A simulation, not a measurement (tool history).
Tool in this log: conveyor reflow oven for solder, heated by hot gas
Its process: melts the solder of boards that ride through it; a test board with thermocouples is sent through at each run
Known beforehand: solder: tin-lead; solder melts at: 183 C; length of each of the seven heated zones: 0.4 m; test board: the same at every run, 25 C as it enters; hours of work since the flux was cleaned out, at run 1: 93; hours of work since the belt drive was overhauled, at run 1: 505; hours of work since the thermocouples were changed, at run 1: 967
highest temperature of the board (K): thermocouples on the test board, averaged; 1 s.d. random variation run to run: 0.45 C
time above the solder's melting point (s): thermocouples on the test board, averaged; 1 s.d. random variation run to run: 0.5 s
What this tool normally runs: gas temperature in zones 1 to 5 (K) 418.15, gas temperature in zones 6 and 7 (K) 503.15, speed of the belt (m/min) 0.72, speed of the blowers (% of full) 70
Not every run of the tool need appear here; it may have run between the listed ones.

run    hour  gas temperature in zones 1 to 5 (K)  gas temperature in zones 6 and 7 (K)  speed of the belt (m/min)  speed of the blowers (% of full)  hours of work since the flux was cleaned out  hours of work since the belt drive was overhauled  hours of work since the thermocouples were changed  highest temperature of the board (K)  time above the solder's melting point (s)
  1       0                               418.15                                503.15                       0.72                                70                                            93                                                505                                                 967                                482.15                                       46.3
  2    60.6                               418.15                                503.15                       0.72                                70                                           134                                                545                                                1007                                480.95                                       45.6
  3   101.9                               418.15                                503.15                       0.72                                70                                           161                                                573                                                1035                                481.25                                       44.5
  4   143.8                               418.15                                503.15                       0.72                                86                                           189                                                600                                                1063                                484.85                                       48.4
        180  -- flux residue cleaned out of gas plates and filters
  5   232.9                               426.15                                503.15                       0.72                                70                                            35                                                657                                                1119                                483.75                                         52
  6   302.9                               426.15                                503.15                       0.72                                70                                            82                                                703                                                1166                                484.05                                       50.2
  7   384.4                               426.15                                503.15                       0.72                                70                                           136                                                758                                                1220                                483.85                                         50
        423  -- thermocouples of zones 6 and 7 changed
  8   471.4                               426.15                                503.15                       0.72                                70                                           193                                                814                                                  32                                485.05                                       52.1
      503.9  -- flux residue cleaned out of gas plates and filters
  9   515.2                               426.15                                503.15                       0.72                                70                                             8                                                840                                                  58                                486.15                                       53.3
 10   569.3                               426.15                                503.15                       0.72                                70                                            44                                                876                                                  94                                486.65                                       52.1
 11   630.7                               426.15                                503.15                       0.72                                70                                            85                                                917                                                 135                                486.35                                       53.3
 12     720                               426.15                                503.15                       0.72                                70                                           144                                                977                                                 195                                486.25                                       52.3
 13     800                               418.15                                516.15                       0.72                                70                                           198                                               1030                                                 248                                493.85                                       54.4
      819.3  -- flux residue cleaned out of gas plates and filters
 14   878.7                               410.15                                503.15                       0.72                                70                                            40                                               1079                                                 297                                482.05                                       43.2
 15   944.2                               410.15                                503.15                       0.72                                70                                            83                                               1123                                                 341                                482.15                                       43.8
 16  1022.2                               418.15                                502.15                      0.825                                54                                           135                                               1175                                                 393                                471.85                                       27.4
 17  1079.8                               418.15                                503.15                      0.645                                70                                           174                                               1214                                                 432                                485.75                                       56.6
     1089.3  -- belt drive overhauled, speed set with a stopwatch
     1139.5  -- flux residue cleaned out of gas plates and filters
 18  1148.4                               418.15                                503.15                      0.645                                70                                             6                                                 36                                                 471                                488.35                                         60
 19    1204                               423.15                                516.15                      0.587                                70                                            43                                                 73                                                 508                                502.75                                       77.6
 20  1274.3                               424.15                                503.15                      0.637                                56                                            90                                                120                                                 555                                484.85                                       59.5
 21    1342                               415.15                                507.15                       0.72                                70                                           135                                                165                                                 601                                486.95                                       49.3
       1386  -- belt drive overhauled, speed set with a stopwatch, once more
 22    1386                               415.15                                507.15                       0.72                                70                                           162                                                  0                                                 627                                483.95                                       46.2
     1459.7  -- flux residue cleaned out of gas plates and filters
 23    1462                               417.15                                494.15                       0.72                                70                                             2                                                 47                                                 675                                475.75                                       38.9
 24  1505.7                               431.15                                515.15                      0.737                                50                                            31                                                 77                                                 704                                486.65                                       51.8
 25  1590.7                               431.15                                515.15                      0.737                                50                                            87                                                133                                                 760                                487.15                                       51.1
 26  1640.3                               431.15                                515.15                      0.737                                50                                           121                                                166                                                 794                                487.45                                       51.3
 27  1685.4                               409.15                                497.15                      0.603                                61                                           151                                                196                                                 824                                477.95                                       47.1
     1776.8  -- flux residue cleaned out of gas plates and filters
 28  1782.4                               409.15                                497.15                      0.603                                61                                             4                                                258                                                 885                                478.95                                       47.5
 29  1827.1                               418.15                                503.15                       0.72                                69                                            34                                                288                                                 915                                482.15                                       46.1
 30  1887.8                               418.15                                503.15                       0.72                                69                                            74                                                328                                                 955                                481.85                                         45

Forecast each of these 3 alternatives for the next run:
  A  1935.2                               418.15                                502.15                       0.72                                54                                           106                                                360                                                 987                                     ?                                          ?
  B  1935.2                               418.15                                503.15                       0.72                                73                                           106                                                360                                                 987                                     ?                                          ?
  C  1935.2                               415.15                                503.15                       0.72                                69                                           106                                                360                                                 987                                     ?                                          ?

run  highest temperature of the board (K)  time above the solder's melting point (s)
  A                                475.75                                       37.5
  B                                482.05                                       45.8
  C                                480.65                                       43.4
Take away the tool's hidden state, keep each run's random variation, and the runs would have read:
run  highest temperature of the board (K)  time above the solder's melting point (s)
  A                                478.25                                       40.1
  B                                484.95                                         48
  C                                483.55                                       45.8
